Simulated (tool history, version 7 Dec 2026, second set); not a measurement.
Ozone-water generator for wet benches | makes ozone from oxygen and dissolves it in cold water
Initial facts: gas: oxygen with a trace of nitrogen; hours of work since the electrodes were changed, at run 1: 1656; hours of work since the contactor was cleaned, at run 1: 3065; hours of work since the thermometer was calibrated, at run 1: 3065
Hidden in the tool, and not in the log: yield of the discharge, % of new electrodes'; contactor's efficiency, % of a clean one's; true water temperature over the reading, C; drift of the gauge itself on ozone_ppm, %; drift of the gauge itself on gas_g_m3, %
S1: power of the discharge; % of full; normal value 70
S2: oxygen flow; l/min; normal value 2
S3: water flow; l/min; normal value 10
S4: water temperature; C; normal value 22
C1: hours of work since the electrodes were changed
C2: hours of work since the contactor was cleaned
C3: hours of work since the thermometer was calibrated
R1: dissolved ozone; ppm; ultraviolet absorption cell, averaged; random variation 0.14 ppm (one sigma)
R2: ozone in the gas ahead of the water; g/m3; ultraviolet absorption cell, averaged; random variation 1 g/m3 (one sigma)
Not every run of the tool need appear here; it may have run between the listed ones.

{"run": 1, "day": 0.0, "S1": 70, "S2": 2, "S3": 10, "S4": 22, "C1": 1656, "C2": 3065, "C3": 3065, "R1": 15.5, "R2": 175.7}
{"run": 2, "day": 1.229, "S1": 70, "S2": 2, "S3": 10, "S4": 22, "C1": 1677, "C2": 3086, "C3": 3086, "R1": 15.4, "R2": 177}
{"run": 3, "day": 2.958, "S1": 70, "S2": 2, "S3": 10, "S4": 22, "C1": 1707, "C2": 3116, "C3": 3116, "R1": 15.5, "R2": 175.8}
{"run": 4, "day": 5.612, "S1": 70, "S2": 2, "S3": 10, "S4": 22, "C1": 1753, "C2": 3162, "C3": 3162, "R1": 15.6, "R2": 176.4}
{"run": 5, "day": 8.133, "S1": 45, "S2": 2, "S3": 10, "S4": 22, "C1": 1796, "C2": 3205, "C3": 3205, "R1": 10.3, "R2": 115.2}
{"run": 6, "day": 10.608, "S1": 45, "S2": 2, "S3": 10, "S4": 22, "C1": 1839, "C2": 3248, "C3": 3248, "R1": 10.3, "R2": 117.9}
{"run": 7, "day": 13.142, "S1": 45, "S2": 2, "S3": 10, "S4": 22, "C1": 1883, "C2": 3292, "C3": 3292, "R1": 10.3, "R2": 117.2}
{"run": 8, "day": 15.758, "S1": 70, "S2": 2, "S3": 10, "S4": 22, "C1": 1928, "C2": 3337, "C3": 3337, "R1": 15.6, "R2": 176.8}
{"run": 9, "day": 18.104, "S1": 70, "S2": 2, "S3": 10, "S4": 22, "C1": 1969, "C2": 3378, "C3": 3378, "R1": 15.3, "R2": 179}
{"run": 10, "day": 20.6, "S1": 70, "S2": 2.13, "S3": 10, "S4": 22, "C1": 2012, "C2": 3421, "C3": 3421, "R1": 15.4, "R2": 170.9}
{"run": 11, "day": 22.517, "S1": 70, "S2": 2.13, "S3": 10, "S4": 22, "C1": 2045, "C2": 3454, "C3": 3454, "R1": 15.2, "R2": 172.4}
{"run": 12, "day": 24.396, "S1": 70, "S2": 3.01, "S3": 10, "S4": 22, "C1": 2078, "C2": 3487, "C3": 3487, "R1": 15.3, "R2": 141.1}
{"run": 13, "day": 26.625, "S1": 70, "S2": 2, "S3": 10, "S4": 22, "C1": 2116, "C2": 3525, "C3": 3525, "R1": 15.5, "R2": 179.3}
{"run": 14, "day": 29.383, "S1": 70, "S2": 1.59, "S3": 10, "S4": 22, "C1": 2164, "C2": 3573, "C3": 3573, "R1": 15.2, "R2": 205.5}
{"run": 15, "day": 31.812, "S1": 48, "S2": 1.46, "S3": 10, "S4": 22, "C1": 2206, "C2": 3615, "C3": 3615, "R1": 10.9, "R2": 150.6}
{"run": 16, "day": 34.088, "S1": 84, "S2": 2, "S3": 15, "S4": 21, "C1": 2246, "C2": 3655, "C3": 3655, "R1": 12.7, "R2": 214.1}
{"day": 36.062, "done": "gauge calibrated"}
{"run": 17, "day": 37.067, "S1": 90, "S2": 1.5, "S3": 10, "S4": 23, "C1": 2297, "C2": 3706, "C3": 3706, "R1": 19.3, "R2": 262.1}
{"run": 18, "day": 39.975, "S1": 90, "S2": 1.5, "S3": 10, "S4": 23, "C1": 2347, "C2": 3756, "C3": 3756, "R1": 19.3, "R2": 263.3}
{"run": 19, "day": 41.488, "S1": 90, "S2": 1.5, "S3": 10, "S4": 23, "C1": 2374, "C2": 3783, "C3": 3783, "R1": 19.3, "R2": 265.4}
{"run": 20, "day": 43.942, "S1": 46, "S2": 1.12, "S3": 10, "S4": 23, "C1": 2416, "C2": 3825, "C3": 3825, "R1": 9.9, "R2": 165.8}
{"run": 21, "day": 46.733, "S1": 49, "S2": 1.12, "S3": 8, "S4": 22, "C1": 2464, "C2": 3873, "C3": 3873, "R1": 13.1, "R2": 176.4}
{"run": 22, "day": 49.546, "S1": 49, "S2": 1.12, "S3": 7, "S4": 23, "C1": 2513, "C2": 3922, "C3": 3922, "R1": 14.5, "R2": 178}
{"day": 51.333, "done": "water thermometer calibrated"}
{"day": 51.842, "done": "contactor cleaned"}
{"run": 23, "day": 52.721, "S1": 49, "S2": 1.12, "S3": 7, "S4": 23, "C1": 2565, "C2": 15, "C3": 21, "R1": 14.6, "R2": 177.1}
{"run": 24, "day": 55.333, "S1": 70, "S2": 1.46, "S3": 10, "S4": 22, "C1": 2610, "C2": 60, "C3": 66, "R1": 15, "R2": 214.7}
{"run": 25, "day": 56.721, "S1": 73, "S2": 1.38, "S3": 15, "S4": 15, "C1": 2634, "C2": 84, "C3": 90, "R1": 11.2, "R2": 231}
{"run": 26, "day": 58.908, "S1": 85, "S2": 3.09, "S3": 15, "S4": 22, "C1": 2672, "C2": 122, "C3": 128, "R1": 13, "R2": 164.4}
{"run": 27, "day": 61.042, "S1": 59, "S2": 1.41, "S3": 15, "S4": 30, "C1": 2709, "C2": 159, "C3": 165, "R1": 7.9, "R2": 185.3}

5 ways to go on from here, each from the tool as it stands after run 27. What would each give?
{"run": "A", "day": 63.125, "S1": 59, "S2": 1.41, "S3": 15, "S4": 17, "C1": 2745, "C2": 195, "C3": 201, "R1": "?", "R2": "?"}
{"run": "B", "day": 63.125, "S1": 43, "S2": 2, "S3": 10, "S4": 22, "C1": 2745, "C2": 195, "C3": 201, "R1": "?", "R2": "?"}
{"run": "C", "day": 63.125, "S1": 59, "S2": 1.71, "S3": 8, "S4": 21, "C1": 2745, "C2": 195, "C3": 201, "R1": "?", "R2": "?"}
{"run": "D", "day": 63.125, "S1": 70, "S2": 1.46, "S3": 10, "S4": 25, "C1": 2745, "C2": 195, "C3": 201, "R1": "?", "R2": "?"}
{"run": "E", "day": 63.125, "S1": 59, "S2": 1.41, "S3": 15, "S4": 26, "C1": 2745, "C2": 195, "C3": 201, "R1": "?", "R2": "?"}

run=A R1=8.9 R2=186.1
run=B R1=9.8 R2=113.4
run=C R1=16.1 R2=166.3
run=D R1=14.7 R2=216.2
run=E R1=8.3 R2=188
Without the tool's hidden state the same runs would have given:
run=A R1=8.9 R2=182.3
run=B R1=9.8 R2=111
run=C R1=16.1 R2=162.9
run=D R1=14.7 R2=211.7
run=E R1=8.3 R2=184.1

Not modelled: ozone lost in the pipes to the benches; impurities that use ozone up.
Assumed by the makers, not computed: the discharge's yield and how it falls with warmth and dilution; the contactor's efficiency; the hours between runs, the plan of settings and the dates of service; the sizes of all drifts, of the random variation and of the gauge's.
